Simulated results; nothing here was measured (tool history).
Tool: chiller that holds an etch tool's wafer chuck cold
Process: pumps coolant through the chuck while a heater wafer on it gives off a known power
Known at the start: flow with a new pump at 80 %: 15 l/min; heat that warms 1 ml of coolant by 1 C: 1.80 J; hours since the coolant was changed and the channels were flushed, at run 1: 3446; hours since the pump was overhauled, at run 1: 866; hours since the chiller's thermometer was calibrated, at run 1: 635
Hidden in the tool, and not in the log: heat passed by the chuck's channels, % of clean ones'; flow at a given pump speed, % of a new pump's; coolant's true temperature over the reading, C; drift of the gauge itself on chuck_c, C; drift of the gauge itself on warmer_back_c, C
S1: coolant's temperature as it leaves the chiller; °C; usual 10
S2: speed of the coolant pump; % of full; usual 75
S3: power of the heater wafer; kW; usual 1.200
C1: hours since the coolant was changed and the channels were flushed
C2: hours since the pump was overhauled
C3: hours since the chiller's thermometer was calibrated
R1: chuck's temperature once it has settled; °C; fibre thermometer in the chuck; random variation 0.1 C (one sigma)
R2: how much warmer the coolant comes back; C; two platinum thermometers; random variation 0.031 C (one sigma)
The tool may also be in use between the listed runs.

run 1 hour=0.0 | S1=10 S2=75 S3=1.200 | C1=3446 C2=866 C3=635 | R1=22.3 R2=2.88
run 2 hour=134.1 | S1=10 S2=75 S3=1.200 | C1=3580 C2=1000 C3=769 | R1=22.3 R2=2.91
run 3 hour=197.8 | S1=10 S2=79 S3=1.200 | C1=3644 C2=1064 C3=833 | R1=22.0 R2=2.69
run 4 hour=270.6 | S1=10 S2=79 S3=1.200 | C1=3717 C2=1136 C3=906 | R1=22.0 R2=2.73
run 5 hour=346.8 | S1=10 S2=79 S3=1.200 | C1=3793 C2=1212 C3=982 | R1=22.1 R2=2.66
run 6 hour=420.7 | S1=10 S2=79 S3=1.200 | C1=3867 C2=1286 C3=1056 | R1=22.0 R2=2.68
run 7 hour=494.9 | S1=10 S2=79 S3=1.200 | C1=3941 C2=1361 C3=1130 | R1=22.0 R2=2.71
run 8 hour=615.0 | S1=10 S2=79 S3=1.200 | C1=4061 C2=1481 C3=1250 | R1=21.9 R2=2.74
run 9 hour=736.2 | S1=10 S2=79 S3=1.200 | C1=4182 C2=1602 C3=1371 | R1=22.2 R2=2.70
run 10 hour=828.9 | S1=10 S2=96 S3=1.200 | C1=4275 C2=1695 C3=1464 | R1=20.4 R2=2.17
run 11 hour=946.3 | S1=10 S2=75 S3=1.200 | C1=4392 C2=1812 C3=1581 | R1=22.5 R2=2.83
run 12 hour=1071.9 | S1=10 S2=75 S3=1.200 | C1=4518 C2=1938 C3=1707 | R1=22.4 R2=2.83
run 13 hour=1153.3 | S1=10 S2=75 S3=1.242 | C1=4599 C2=2019 C3=1788 | R1=23.0 R2=2.96
run 14 hour=1231.3 | S1=10 S2=75 S3=1.200 | C1=4677 C2=2097 C3=1866 | R1=22.4 R2=2.92
run 15 hour=1363.7 | S1=10 S2=75 S3=1.200 | C1=4810 C2=2229 C3=1999 | R1=22.3 R2=2.89
run 16 hour=1437.1 | S1=19 S2=97 S3=1.384 | C1=4883 C2=2303 C3=2072 | R1=30.9 R2=2.43
run 17 hour=1546.7 | S1=8 S2=75 S3=1.464 | C1=4993 C2=2412 C3=2182 | R1=23.2 R2=3.51
run 18 hour=1632.7 | S1=8 S2=75 S3=1.464 | C1=5079 C2=2498 C3=2268 | R1=23.3 R2=3.51
run 19 hour=1759.6 | S1=13 S2=63 S3=1.242 | C1=5206 C2=2625 C3=2395 | R1=27.7 R2=3.63
run 20 hour=1814.7 | S1=13 S2=63 S3=1.242 | C1=5261 C2=2680 C3=2450 | R1=27.7 R2=3.60
run 21 hour=1919.0 | S1=13 S2=60 S3=0.795 | C1=5365 C2=2785 C3=2554 | R1=22.8 R2=2.48
run 22 hour=2010.2 | S1=13 S2=60 S3=0.795 | C1=5456 C2=2876 C3=2645 | R1=22.5 R2=2.51
run 23 hour=2113.8 | S1=12 S2=82 S3=1.570 | C1=5560 C2=2979 C3=2749 | R1=27.2 R2=3.38
run 24 hour=2203.6 | S1=15 S2=87 S3=0.893 | C1=5650 C2=3069 C3=2839 | R1=23.2 R2=1.83
run 25 hour=2269.8 | S1=15 S2=87 S3=0.893 | C1=5716 C2=3136 C3=2905 | R1=23.3 R2=1.83
-- hour=2335.6 chiller's thermometer calibrated
run 26 hour=2394.7 | S1=15 S2=87 S3=0.893 | C1=5840 C2=3259 C3=59 | R1=23.2 R2=1.76
run 27 hour=2471.1 | S1=2 S2=87 S3=1.354 | C1=5916 C2=3336 C3=136 | R1=14.6 R2=2.76
run 28 hour=2535.1 | S1=11 S2=87 S3=0.615 | C1=5980 C2=3400 C3=200 | R1=16.8 R2=1.29

How the hidden state differs across the entries between the runs, from the last listed run before each to the first after it:
Between runs 25 and 26: chiller's thermometer calibrated (hour 2335.6)
  no hidden state differs between the two runs

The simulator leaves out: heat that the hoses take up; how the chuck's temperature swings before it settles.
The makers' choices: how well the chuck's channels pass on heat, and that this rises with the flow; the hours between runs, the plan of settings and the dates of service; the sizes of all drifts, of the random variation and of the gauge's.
